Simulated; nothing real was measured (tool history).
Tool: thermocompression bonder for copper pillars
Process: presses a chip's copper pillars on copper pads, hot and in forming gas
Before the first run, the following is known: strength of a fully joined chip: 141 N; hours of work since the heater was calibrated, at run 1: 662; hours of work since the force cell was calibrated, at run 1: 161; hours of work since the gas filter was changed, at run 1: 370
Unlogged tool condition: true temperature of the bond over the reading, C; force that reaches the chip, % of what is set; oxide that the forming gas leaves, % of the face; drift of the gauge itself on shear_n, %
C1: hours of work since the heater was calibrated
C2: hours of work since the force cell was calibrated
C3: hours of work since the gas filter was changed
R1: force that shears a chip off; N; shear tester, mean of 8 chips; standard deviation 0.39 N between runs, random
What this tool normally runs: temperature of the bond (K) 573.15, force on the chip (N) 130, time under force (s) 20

Run 1, hour 0.0: usual settings; C1 662; C2 161; C3 370. Result: R1 50.4 N.
Run 2, hour 39.6: usual settings but time under force (s) 21; C1 688; C2 187; C3 396. Result: R1 50.6 N.
Run 3, hour 63.7: usual settings but time under force (s) 21; C1 704; C2 202; C3 411. Result: R1 50.8 N.
Run 4, hour 98.4: usual settings but temperature of the bond (K) 569.15, time under force (s) 21; C1 727; C2 225; C3 434. Result: R1 47.8 N.
Run 5, hour 121.4: usual settings but temperature of the bond (K) 569.15, time under force (s) 22; C1 742; C2 240; C3 449. Result: R1 48.6 N.
Run 6, hour 143.9: usual settings but temperature of the bond (K) 569.15, time under force (s) 22; C1 756; C2 255; C3 464. Result: R1 48.8 N.
At hour 152.9: forming gas filter changed.
Run 7, hour 178.7: usual settings but temperature of the bond (K) 569.15, time under force (s) 22; C1 779; C2 278; C3 17. Result: R1 53.9 N.
Run 8, hour 198.7: usual settings; C1 792; C2 291; C3 30. Result: R1 55.0 N.
Run 9, hour 222.4: usual settings but temperature of the bond (K) 603.15; C1 808; C2 306; C3 46. Result: R1 78.1 N.
Run 10, hour 250.8: usual settings but temperature of the bond (K) 578.15, force on the chip (N) 101, time under force (s) 26; C1 826; C2 325; C3 64. Result: R1 51.3 N.
Run 11, hour 277.6: usual settings but temperature of the bond (K) 575.15, force on the chip (N) 128, time under force (s) 30; C1 844; C2 343; C3 82. Result: R1 64.3 N.
Run 12, hour 321.0: usual settings but temperature of the bond (K) 590.15, force on the chip (N) 104, time under force (s) 14; C1 872; C2 371; C3 110. Result: R1 47.1 N.
Run 13, hour 348.9: usual settings but temperature of the bond (K) 581.15, force on the chip (N) 118, time under force (s) 35; C1 891; C2 389; C3 129. Result: R1 68.0 N.
Run 14, hour 371.3: usual settings but temperature of the bond (K) 570.15, force on the chip (N) 181, time under force (s) 25; C1 905; C2 404; C3 143. Result: R1 73.4 N.
Run 15, hour 418.2: usual settings but temperature of the bond (K) 561.15, time under force (s) 59; C1 936; C2 435; C3 174. Result: R1 68.5 N.
Run 16, hour 462.7: usual settings but temperature of the bond (K) 555.15; C1 965; C2 464; C3 203. Result: R1 40.6 N.
Run 17, hour 498.0: usual settings but temperature of the bond (K) 601.15, force on the chip (N) 115, time under force (s) 58; C1 989; C2 487; C3 226. Result: R1 92.2 N.
Run 18, hour 518.6: usual settings but temperature of the bond (K) 590.15, time under force (s) 19; C1 1002; C2 501; C3 240. Result: R1 64.6 N.

What differs in the tool's unlogged condition from the final listed run ahead of each entry between runs to the first listed run following it?
Logged between run 6 and run 7: forming gas filter changed (hour 152.9)
  true temperature of the bond over the reading, C: 5.2 -> 5.3; oxide that the forming gas leaves, % of the face: 10.81 -> 0.96
  measured result minus the result with no hidden state, R1: -2.3 -> +3.2 N

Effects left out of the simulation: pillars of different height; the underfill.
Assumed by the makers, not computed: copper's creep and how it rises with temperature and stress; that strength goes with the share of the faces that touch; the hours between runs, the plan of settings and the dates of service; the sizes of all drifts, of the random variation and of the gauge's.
